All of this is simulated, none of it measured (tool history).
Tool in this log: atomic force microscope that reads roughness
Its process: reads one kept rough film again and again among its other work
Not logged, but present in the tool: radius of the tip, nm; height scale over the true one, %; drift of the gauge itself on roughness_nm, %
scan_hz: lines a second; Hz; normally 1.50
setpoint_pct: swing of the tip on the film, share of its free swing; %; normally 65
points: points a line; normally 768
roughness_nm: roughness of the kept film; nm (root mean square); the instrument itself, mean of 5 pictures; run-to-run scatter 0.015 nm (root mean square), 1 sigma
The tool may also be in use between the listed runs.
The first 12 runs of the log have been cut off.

run	hour	scan_hz	setpoint_pct	points	pictures with this tip	hours of work since the height scale was calibrated	roughness_nm
13	121.7	1.50	65	728	19	274	3.543
14	135.6	1.50	65	728	41	280	3.528
15	142.3	1.50	65	728	52	283	3.572
16	148.3	1.50	65	728	62	286	3.503
17	154.5	1.50	65	728	71	289	3.561
18	164.3	3.78	65	728	87	294	3.328
19	173.0	3.78	65	728	101	298	3.359
# hour 177.6: new tip fitted
20	184.5	3.78	65	728	11	303	3.338
21	198.9	1.50	57	768	34	310	3.613
22	205.5	1.02	70	493	45	313	3.540
23	215.2	0.77	76	768	60	318	3.547
24	229.4	0.77	57	426	83	325	3.616
25	239.9	3.57	57	426	100	330	3.461
# hour 245.2: new tip fitted
26	247.3	3.57	61	426	4	333	3.411
27	259.3	2.85	65	924	23	339	3.444
28	272.1	2.85	65	924	43	345	3.443
29	283.2	1.54	85	768	61	350	3.301
30	293.7	1.54	85	768	78	355	3.298
31	301.6	1.54	85	768	90	359	3.291
# hour 312.8: new tip fitted
32	315.8	0.91	85	768	5	365	3.419
33	325.0	1.73	85	304	20	369	3.253

Here are 3 independent what-if runs from the current tool condition. What would each one return?
A	332.1	0.87	65	768	31	373	?
B	332.1	1.50	65	881	31	373	?
C	332.1	1.73	85	450	31	373	?

run	roughness_nm
A	3.593
B	3.548
C	3.248
With the hidden condition removed and each run's random variation left untouched, the same runs would have given:
run	roughness_nm
A	3.595
B	3.551
C	3.250
